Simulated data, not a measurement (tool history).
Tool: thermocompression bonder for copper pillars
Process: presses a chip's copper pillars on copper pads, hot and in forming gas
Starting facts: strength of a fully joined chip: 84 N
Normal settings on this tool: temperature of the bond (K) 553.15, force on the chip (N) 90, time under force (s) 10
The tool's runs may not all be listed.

run	hour	temperature of the bond (K)	force on the chip (N)	time under force (s)	force that shears a chip off (N)
1	0.0	553.15	90	10	53.7
2	7.6	553.15	90	10	53.5
3	14.9	553.15	90	10	53.8
4	23.3	553.15	90	10	53.4
5	32.7	553.15	90	10	53.2
6	37.8	553.15	90	10	53.2
7	42.1	553.15	90	10	53.2
8	51.4	553.15	90	10	53.4
9	58.9	553.15	90	10	52.9
10	63.2	578.15	90	10	65.0
11	72.0	578.15	90	10	65.4
12	79.9	552.15	60	30	51.2
13	87.7	578.15	90	17	70.6
14	95.2	578.15	90	17	70.6
15	99.4	574.15	77	10	57.5
16	107.1	574.15	77	10	57.9
# hour 109.0: forming gas filter changed
17	115.0	574.15	77	10	61.7
18	123.5	574.15	77	10	61.2
19	131.6	574.15	76	10	60.6
20	135.7	530.15	118	10	52.5
21	140.7	530.15	118	10	52.9
22	149.6	525.15	127	18	61.3

Below, some changes in force that shears a chip off (N) between adjacent runs. For each, the amount present without the hidden state too (settings, incoming material, random variation) and the amount remaining for the hidden state with gauge scatter not shared by both compared results:
What the log doesn't record here: true temperature of the bond over the reading, C; force that reaches the chip, % of what is set; oxide that the forming gas leaves, % of the face; drift of the gauge itself on shear_n, %.
Run 11 -> 12: temperature of the bond (K) 578.15 -> 552.15, force on the chip (N) 90 -> 60, time under force (s) 10 -> 30. force that shears a chip off (N) -14.2: hidden state +0.7, all else -14.9.
Run 12 -> 13: temperature of the bond (K) 552.15 -> 578.15, force on the chip (N) 60 -> 90, time under force (s) 30 -> 17. force that shears a chip off (N) +19.4: hidden state -1.3, all else +20.7.
Run 16 -> 17: forming gas filter changed. force that shears a chip off (N) +3.8: hidden state +4.0, all else -0.2.

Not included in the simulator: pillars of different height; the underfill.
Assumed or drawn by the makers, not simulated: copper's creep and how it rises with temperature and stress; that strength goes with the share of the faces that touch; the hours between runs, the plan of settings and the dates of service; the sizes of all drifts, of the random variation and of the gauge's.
